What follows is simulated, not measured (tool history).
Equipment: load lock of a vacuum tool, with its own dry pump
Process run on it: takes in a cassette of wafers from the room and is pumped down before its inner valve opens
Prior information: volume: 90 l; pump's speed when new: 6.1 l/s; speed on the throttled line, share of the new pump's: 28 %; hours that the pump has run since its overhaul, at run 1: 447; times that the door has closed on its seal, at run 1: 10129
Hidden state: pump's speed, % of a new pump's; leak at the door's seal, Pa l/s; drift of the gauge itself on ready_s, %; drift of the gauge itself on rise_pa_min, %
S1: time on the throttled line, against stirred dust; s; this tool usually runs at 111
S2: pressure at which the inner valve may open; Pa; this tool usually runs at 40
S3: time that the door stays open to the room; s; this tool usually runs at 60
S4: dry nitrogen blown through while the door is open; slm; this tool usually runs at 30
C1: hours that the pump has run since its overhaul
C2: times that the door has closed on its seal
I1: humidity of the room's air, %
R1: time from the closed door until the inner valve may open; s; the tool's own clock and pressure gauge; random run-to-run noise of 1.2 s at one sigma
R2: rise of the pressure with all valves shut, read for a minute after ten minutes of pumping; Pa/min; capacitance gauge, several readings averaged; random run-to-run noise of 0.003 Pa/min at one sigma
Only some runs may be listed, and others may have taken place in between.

Run 1, hour 0.0: usual settings; C1 447; C2 10129; I1 44.3. Result: R1 195.0 s, R2 0.197 Pa/min.
Run 2, hour 158.0: usual settings; C1 605; C2 10411; I1 42.5. Result: R1 194.9 s, R2 0.207 Pa/min.
Run 3, hour 378.1: usual settings; C1 825; C2 10803; I1 49.1. Result: R1 196.9 s, R2 0.220 Pa/min.
Run 4, hour 612.7: usual settings but S1 98 s; C1 1059; C2 11221; I1 45.7. Result: R1 186.7 s, R2 0.238 Pa/min.
Run 5, hour 748.0: usual settings but S1 115 s; C1 1195; C2 11463; I1 47.6. Result: R1 200.0 s, R2 0.244 Pa/min.
Run 6, hour 914.4: usual settings but S1 115 s, S2 73 Pa; C1 1361; C2 11759; I1 48.0. Result: R1 190.0 s, R2 0.252 Pa/min.
Run 7, hour 1033.1: usual settings but S1 115 s, S2 52 Pa; C1 1480; C2 11971; I1 44.7. Result: R1 195.0 s, R2 0.249 Pa/min.
Run 8, hour 1195.6: usual settings but S1 99 s, S2 72 Pa, S4 6 slm; C1 1642; C2 12261; I1 48.0. Result: R1 181.2 s, R2 0.277 Pa/min.
Run 9, hour 1409.0: usual settings but S1 85 s; C1 1856; C2 12641; I1 45.2. Result: R1 178.3 s, R2 0.278 Pa/min.
Run 10, hour 1620.8: usual settings but S1 85 s; C1 2068; C2 13019; I1 42.9. Result: R1 177.2 s, R2 0.298 Pa/min.
Run 11, hour 1836.9: usual settings but S1 85 s; C1 2284; C2 13404; I1 47.9. Result: R1 176.7 s, R2 0.310 Pa/min.

Forecast each of these 5 alternatives for the next run:
Run A, hour 2078.1: usual settings but S1 73 s, S2 77 Pa; C1 2525; C2 13834; I1 45.7. Result: R1 ?, R2 ?.
Run B, hour 2078.1: usual settings but S1 217 s, S3 134 s; C1 2525; C2 13834; I1 42.7. Result: R1 ?, R2 ?.
Run C, hour 2078.1: usual settings but S1 108 s, S2 35 Pa, S4 5 slm; C1 2525; C2 13834; I1 43.3. Result: R1 ?, R2 ?.
Run D, hour 2078.1: usual settings but S1 165 s, S2 62 Pa; C1 2525; C2 13834; I1 45.7. Result: R1 ?, R2 ?.
Run E, hour 2078.1: usual settings but S1 85 s, S3 67 s, S4 8 slm; C1 2525; C2 13834; I1 43.9. Result: R1 ?, R2 ?.

run     R1     R2
  A  159.9  0.324
  B  273.8  0.323
  C  198.5  0.326
  D  229.3  0.316
  E  177.4  0.324
Take away the tool's hidden state, keep each run's random variation, and the runs would have read:
run     R1     R2
  A  158.4  0.021
  B  272.8  0.019
  C  196.9  0.026
  D  228.2  0.011
  E  175.8  0.023

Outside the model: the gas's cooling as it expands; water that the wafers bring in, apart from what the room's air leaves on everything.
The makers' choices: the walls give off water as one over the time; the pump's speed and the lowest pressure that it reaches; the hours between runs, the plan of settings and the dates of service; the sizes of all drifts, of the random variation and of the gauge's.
